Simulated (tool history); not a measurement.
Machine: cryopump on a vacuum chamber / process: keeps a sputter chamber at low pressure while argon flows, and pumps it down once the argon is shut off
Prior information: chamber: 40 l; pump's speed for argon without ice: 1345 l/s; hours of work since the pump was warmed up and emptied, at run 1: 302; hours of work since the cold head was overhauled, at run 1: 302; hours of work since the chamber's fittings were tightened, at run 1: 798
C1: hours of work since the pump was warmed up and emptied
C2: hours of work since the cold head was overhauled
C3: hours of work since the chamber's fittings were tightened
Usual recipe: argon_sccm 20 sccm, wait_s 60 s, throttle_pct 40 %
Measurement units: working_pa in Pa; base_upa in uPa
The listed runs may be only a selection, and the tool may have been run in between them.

Run 1, hour 0.0: usual settings; C1 302; C2 302; C3 798. Result: working_pa 0.0640 Pa, base_upa 1.70 uPa.
Run 2, hour 63.6: usual settings but throttle_pct 44 %; C1 342; C2 342; C3 837. Result: working_pa 0.0581 Pa, base_upa 1.66 uPa.
Run 3, hour 107.1: usual settings but wait_s 54 s; C1 369; C2 369; C3 864. Result: working_pa 0.0642 Pa, base_upa 1.85 uPa.
Run 4, hour 166.9: usual settings but argon_sccm 9 sccm; C1 406; C2 406; C3 901. Result: working_pa 0.0297 Pa, base_upa 1.80 uPa.
Run 5, hour 231.4: usual settings but argon_sccm 27 sccm; C1 446; C2 446; C3 941. Result: working_pa 0.0881 Pa, base_upa 1.85 uPa.
Run 6, hour 273.0: usual settings; C1 471; C2 471; C3 967. Result: working_pa 0.0651 Pa, base_upa 1.92 uPa.
Run 7, hour 345.2: usual settings but wait_s 37 s; C1 516; C2 516; C3 1012. Result: working_pa 0.0651 Pa, base_upa 2.31 uPa.
Run 8, hour 397.6: usual settings but wait_s 37 s; C1 549; C2 549; C3 1044. Result: working_pa 0.0650 Pa, base_upa 2.34 uPa.
Run 9, hour 432.2: usual settings but wait_s 37 s; C1 570; C2 570; C3 1066. Result: working_pa 0.0657 Pa, base_upa 2.29 uPa.
Run 10, hour 489.2: usual settings but wait_s 37 s; C1 605; C2 605; C3 1101. Result: working_pa 0.0661 Pa, base_upa 2.38 uPa.
Run 11, hour 532.5: usual settings but wait_s 37 s; C1 632; C2 632; C3 1128. Result: working_pa 0.0659 Pa, base_upa 2.36 uPa.
Run 12, hour 588.2: usual settings but wait_s 37 s; C1 667; C2 667; C3 1163. Result: working_pa 0.0658 Pa, base_upa 2.47 uPa.
Run 13, hour 658.6: usual settings; C1 711; C2 711; C3 1206. Result: working_pa 0.0661 Pa, base_upa 2.30 uPa.
Run 14, hour 717.6: usual settings; C1 747; C2 747; C3 1243. Result: working_pa 0.0666 Pa, base_upa 2.36 uPa.
Run 15, hour 779.8: usual settings but wait_s 115 s; C1 786; C2 786; C3 1281. Result: working_pa 0.0658 Pa, base_upa 2.21 uPa.
Run 16, hour 823.9: usual settings; C1 813; C2 813; C3 1309. Result: working_pa 0.0669 Pa, base_upa 2.50 uPa.
Run 17, hour 860.0: usual settings but wait_s 22 s; C1 835; C2 835; C3 1331. Result: working_pa 0.0664 Pa, base_upa 3.22 uPa.
Run 18, hour 932.2: usual settings but argon_sccm 9 sccm, wait_s 101 s, throttle_pct 36 %; C1 880; C2 880; C3 1376. Result: working_pa 0.0338 Pa, base_upa 2.38 uPa.
Run 19, hour 994.3: usual settings but argon_sccm 9 sccm, wait_s 101 s, throttle_pct 36 %; C1 919; C2 919; C3 1414. Result: working_pa 0.0338 Pa, base_upa 2.55 uPa.
Run 20, hour 1061.2: usual settings but argon_sccm 9 sccm, wait_s 101 s, throttle_pct 36 %; C1 960; C2 960; C3 1456. Result: working_pa 0.0327 Pa, base_upa 2.50 uPa.
Run 21, hour 1108.4: usual settings but argon_sccm 9 sccm, wait_s 101 s, throttle_pct 36 %; C1 989; C2 989; C3 1485. Result: working_pa 0.0338 Pa, base_upa 2.60 uPa.
Run 22, hour 1178.6: usual settings but argon_sccm 15 sccm, wait_s 77 s, throttle_pct 18 %; C1 1033; C2 1033; C3 1529. Result: working_pa 0.1079 Pa, base_upa 2.68 uPa.
At hour 1197.3: pump warmed up, emptied and cooled again.
Run 23, hour 1267.4: usual settings but argon_sccm 15 sccm, wait_s 77 s, throttle_pct 18 %; C1 43; C2 1085; C3 1581. Result: working_pa 0.1039 Pa, base_upa 2.47 uPa.
Run 24, hour 1316.0: usual settings but argon_sccm 15 sccm, wait_s 77 s, throttle_pct 18 %; C1 74; C2 1115; C3 1611. Result: working_pa 0.1037 Pa, base_upa 2.56 uPa.
Run 25, hour 1390.1: usual settings but argon_sccm 16 sccm, wait_s 20 s, throttle_pct 44 %; C1 120; C2 1161; C3 1657. Result: working_pa 0.0467 Pa, base_upa 3.44 uPa.
Run 26, hour 1438.1: usual settings but wait_s 34 s; C1 149; C2 1191; C3 1686. Result: working_pa 0.0630 Pa, base_upa 3.03 uPa.
Run 27, hour 1513.3: usual settings but wait_s 34 s; C1 196; C2 1237; C3 1733. Result: working_pa 0.0640 Pa, base_upa 3.07 uPa.
Run 28, hour 1550.4: usual settings but argon_sccm 17 sccm; C1 219; C2 1260; C3 1756. Result: working_pa 0.0548 Pa, base_upa 2.84 uPa.
At hour 1591.7: leaking fittings of the chamber tightened, without venting.
Run 29, hour 1606.7: usual settings but argon_sccm 17 sccm, wait_s 85 s, throttle_pct 30 %; C1 253; C2 1294; C3 9. Result: working_pa 0.0722 Pa, base_upa 0.57 uPa.
Run 30, hour 1646.0: usual settings but argon_sccm 17 sccm, wait_s 85 s, throttle_pct 30 %; C1 277; C2 1318; C3 34. Result: working_pa 0.0718 Pa, base_upa 0.55 uPa.
Run 31, hour 1706.3: usual settings but argon_sccm 17 sccm, wait_s 85 s, throttle_pct 30 %; C1 314; C2 1356; C3 71. Result: working_pa 0.0719 Pa, base_upa 0.65 uPa.
Run 32, hour 1766.3: usual settings but argon_sccm 17 sccm, wait_s 85 s, throttle_pct 30 %; C1 352; C2 1393; C3 108. Result: working_pa 0.0724 Pa, base_upa 0.70 uPa.

Predict each of these 5 candidate next runs independently; none follows another, all start after run 32:
Run A, hour 1820.0: usual settings but argon_sccm 17 sccm, wait_s 85 s, throttle_pct 19 %; C1 385; C2 1426; C3 142. Result: working_pa ?, base_upa ?.
Run B, hour 1820.0: usual settings but argon_sccm 8 sccm, wait_s 85 s, throttle_pct 32 %; C1 385; C2 1426; C3 142. Result: working_pa ?, base_upa ?.
Run C, hour 1820.0: usual settings but argon_sccm 15 sccm; C1 385; C2 1426; C3 142. Result: working_pa ?, base_upa ?.
Run D, hour 1820.0: usual settings but argon_sccm 8 sccm, wait_s 32 s, throttle_pct 16 %; C1 385; C2 1426; C3 142. Result: working_pa ?, base_upa ?.
Run E, hour 1820.0: usual settings but argon_sccm 9 sccm, wait_s 212 s, throttle_pct 23 %; C1 385; C2 1426; C3 142. Result: working_pa ?, base_upa ?.

run  working_pa  base_upa
  A      0.1139      0.69
  B      0.0311      0.74
  C      0.0477      0.87
  D      0.0645      1.20
  E      0.0494      0.58
The same runs, with their run-to-run variation unchanged, on a tool lacking any hidden condition would have given:
run  working_pa  base_upa
  A      0.1124      0.47
  B      0.0303      0.52
  C      0.0463      0.65
  D      0.0638      0.98
  E      0.0486      0.36
